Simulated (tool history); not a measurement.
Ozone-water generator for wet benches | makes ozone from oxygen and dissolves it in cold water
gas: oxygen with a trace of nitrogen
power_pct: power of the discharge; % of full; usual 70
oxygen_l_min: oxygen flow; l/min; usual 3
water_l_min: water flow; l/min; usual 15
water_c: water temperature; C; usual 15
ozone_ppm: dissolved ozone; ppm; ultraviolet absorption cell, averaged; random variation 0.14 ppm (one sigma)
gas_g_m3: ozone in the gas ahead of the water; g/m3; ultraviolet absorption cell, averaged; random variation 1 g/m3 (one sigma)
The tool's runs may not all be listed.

| run | hour | power_pct | oxygen_l_min | water_l_min | water_c | ozone_ppm | gas_g_m3 |
|---|---|---|---|---|---|---|---|
| 1 | 0.0 | 70 | 3 | 15 | 15 | 15.2 | 172.3 |
| 2 | 42.7 | 70 | 3 | 15 | 15 | 15.3 | 172.8 |
| 3 | 122.1 | 70 | 3 | 11 | 15 | 20.0 | 172.6 |
| 4 | 158.1 | 70 | 3 | 11 | 15 | 20.0 | 171.8 |
| 5 | 206.3 | 70 | 3 | 11 | 15 | 20.0 | 172.0 |
| 6 | 282.5 | 70 | 3 | 15 | 15 | 15.2 | 171.9 |
| 7 | 330.1 | 70 | 3 | 15 | 15 | 15.3 | 171.2 |
| 8 | 414.8 | 70 | 3 | 15 | 15 | 15.2 | 173.4 |
| 9 | 476.4 | 70 | 3 | 15 | 15 | 15.2 | 171.4 |
| 10 | 527.9 | 70 | 3 | 15 | 15 | 15.3 | 172.6 |
| 11 | 599.5 | 70 | 3 | 15 | 15 | 14.9 | 172.8 |
| 12 | 650.3 | 70 | 3 | 15 | 15 | 15.2 | 171.7 |
| 13 | 711.7 | 70 | 3 | 15 | 15 | 15.2 | 171.6 |
| 14 | 755.6 | 72 | 3 | 15 | 17 | 15.1 | 174.0 |

The next listed run, before its measurement:
| 15 | 832.3 | 75 | 3 | 16 | 17 | ? | ? |

ozone_ppm: 14.7 ppm
gas_g_m3: 177.1 g/m3
Without the tool's hidden state the same run would have given ozone_ppm 14.7 ppm, gas_g_m3 179.1 g/m3.

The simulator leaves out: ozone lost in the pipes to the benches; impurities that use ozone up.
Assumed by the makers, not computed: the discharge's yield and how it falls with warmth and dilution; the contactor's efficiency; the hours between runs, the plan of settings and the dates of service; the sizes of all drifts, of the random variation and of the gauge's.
